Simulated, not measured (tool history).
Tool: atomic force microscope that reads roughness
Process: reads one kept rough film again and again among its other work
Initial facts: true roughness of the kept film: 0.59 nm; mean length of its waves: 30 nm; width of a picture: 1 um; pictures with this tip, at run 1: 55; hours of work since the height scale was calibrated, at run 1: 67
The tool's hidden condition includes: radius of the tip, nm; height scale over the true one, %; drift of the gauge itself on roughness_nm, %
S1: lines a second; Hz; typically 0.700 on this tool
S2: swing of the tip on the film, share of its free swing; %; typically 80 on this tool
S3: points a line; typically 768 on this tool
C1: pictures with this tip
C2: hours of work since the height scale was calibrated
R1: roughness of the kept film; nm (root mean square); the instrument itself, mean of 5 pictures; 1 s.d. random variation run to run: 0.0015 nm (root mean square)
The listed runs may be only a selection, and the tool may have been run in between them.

Run 1, hour 0.0: usual settings; C1 55; C2 67. Result: R1 0.534 nm (root mean square).
At hour 7.8: new tip fitted.
Run 2, hour 9.5: usual settings; C1 3; C2 72. Result: R1 0.551 nm (root mean square).
Run 3, hour 18.0: usual settings; C1 18; C2 78. Result: R1 0.546 nm (root mean square).
Run 4, hour 27.3: usual settings; C1 34; C2 84. Result: R1 0.543 nm (root mean square).
Run 5, hour 34.9: usual settings; C1 48; C2 89. Result: R1 0.538 nm (root mean square).
Run 6, hour 40.3: usual settings but S3 380; C1 57; C2 92. Result: R1 0.531 nm (root mean square).
At hour 46.9: new tip fitted.
Run 7, hour 50.8: usual settings but S3 380; C1 7; C2 98. Result: R1 0.544 nm (root mean square).
At hour 52.6: height scale calibrated on a step standard.
Run 8, hour 57.2: usual settings but S1 2.682 Hz, S2 59 %, S3 271; C1 17; C2 3. Result: R1 0.536 nm (root mean square).
Run 9, hour 66.7: usual settings but S1 2.682 Hz, S2 59 %, S3 271; C1 33; C2 9. Result: R1 0.533 nm (root mean square).
Run 10, hour 73.5: usual settings but S1 2.682 Hz, S2 59 %, S3 271; C1 45; C2 13. Result: R1 0.529 nm (root mean square).
Run 11, hour 84.9: usual settings but S2 56 %, S3 969; C1 65; C2 21. Result: R1 0.551 nm (root mean square).
At hour 86.7: new tip fitted.
Run 12, hour 96.6: usual settings but S2 76 %, S3 939; C1 17; C2 28. Result: R1 0.551 nm (root mean square).
Run 13, hour 105.0: usual settings but S2 76 %, S3 939; C1 32; C2 33. Result: R1 0.545 nm (root mean square).

4 ways to go on from here, each from the tool as it stands after run 13. What would each give?
Run A, hour 116.6: usual settings but S2 90 %; C1 53; C2 40. Result: R1 ?.
Run B, hour 116.6: usual settings but S1 3.655 Hz, S2 57 %, S3 381; C1 53; C2 40. Result: R1 ?.
Run C, hour 116.6: usual settings but S1 2.507 Hz, S2 61 %, S3 587; C1 53; C2 40. Result: R1 ?.
Run D, hour 116.6: usual settings but S1 1.442 Hz, S2 73 %; C1 53; C2 40. Result: R1 ?.

run     R1
  A  0.525
  B  0.530
  C  0.532
  D  0.527
With the hidden condition removed and each run's random variation left untouched, the same runs would have given:
run     R1
  A  0.538
  B  0.543
  C  0.546
  D  0.541
